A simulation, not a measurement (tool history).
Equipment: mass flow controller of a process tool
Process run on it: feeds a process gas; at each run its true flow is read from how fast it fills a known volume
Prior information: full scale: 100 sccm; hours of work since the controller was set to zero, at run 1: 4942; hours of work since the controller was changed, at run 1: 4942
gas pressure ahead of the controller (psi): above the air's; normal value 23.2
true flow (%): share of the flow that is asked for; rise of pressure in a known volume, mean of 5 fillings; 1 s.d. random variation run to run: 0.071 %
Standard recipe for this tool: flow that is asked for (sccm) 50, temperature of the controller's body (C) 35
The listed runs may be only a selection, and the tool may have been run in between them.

run    hour  flow that is asked for (sccm)  gas pressure ahead of the controller (psi)  temperature of the controller's body (C)  hours of work since the controller was set to zero  hours of work since the controller was changed  true flow (%)
  1     0.0                             50                                        23.2                                        35                                                4942                                            4942         100.44
  2   138.1                             50                                        24.8                                        35                                                5021                                            5021         100.37
  3   258.4                             50                                        24.8                                        35                                                5089                                            5089         100.29
  4   375.2                             50                                        23.2                                        35                                                5156                                            5156         100.54
  5   580.6                             50                                        23.2                                        23                                                5273                                            5273          98.96
  6   712.3                             50                                        23.2                                        31                                                5348                                            5348          99.93
  7   897.0                             50                                        23.2                                        31                                                5454                                            5454          99.93
  8  1122.1                             50                                        23.2                                        31                                                5582                                            5582          99.92
  9  1220.1                             50                                        23.2                                        31                                                5638                                            5638          99.84
     1374.9  -- controller exchanged for a calibrated one
 10  1430.3                             50                                        23.2                                        35                                                  32                                              32         100.39
 11  1632.8                             50                                        23.2                                        35                                                 147                                             147         100.53
 12  1771.0                             12                                        34.5                                        32                                                 226                                             226          99.27
 13  1932.7                             51                                        24.8                                        32                                                 318                                             318         100.04
 14  2162.7                             40                                        23.2                                        32                                                 450                                             450          99.74
 15  2386.5                             50                                        35.1                                        35                                                 577                                             577         100.20
 16  2493.8                             50                                        25.2                                        27                                                 639                                             639          99.23
 17  2680.1                             50                                        23.2                                        30                                                 745                                             745          99.81
 18  2872.7                             34                                        29.2                                        39                                                 855                                             855         100.40
 19  2981.2                             35                                        27.4                                        31                                                 917                                             917          99.67
 20  3172.2                             81                                        27.4                                        38                                                1026                                            1026         101.06
 21  3316.5                             10                                        35.1                                        37                                                1108                                            1108          99.91
 22  3416.9                             10                                        35.1                                        37                                                1165                                            1165          99.94

Branching from run 22: 3 alternative next runs. What would each branch give?
  A  3627.5                             10                                        39.6                                        37                                                1285                                            1285              ?
  B  3627.5                             51                                        36.1                                        27                                                1285                                            1285              ?
  C  3627.5                             10                                        35.1                                        23                                                1285                                            1285              ?

run  true flow (%)
  A          99.79
  B          99.35
  C          98.21
Stripped of hidden state, with their random variation kept, the same runs would have yielded:
run  true flow (%)
  A          99.77
  B          99.35
  C          98.19
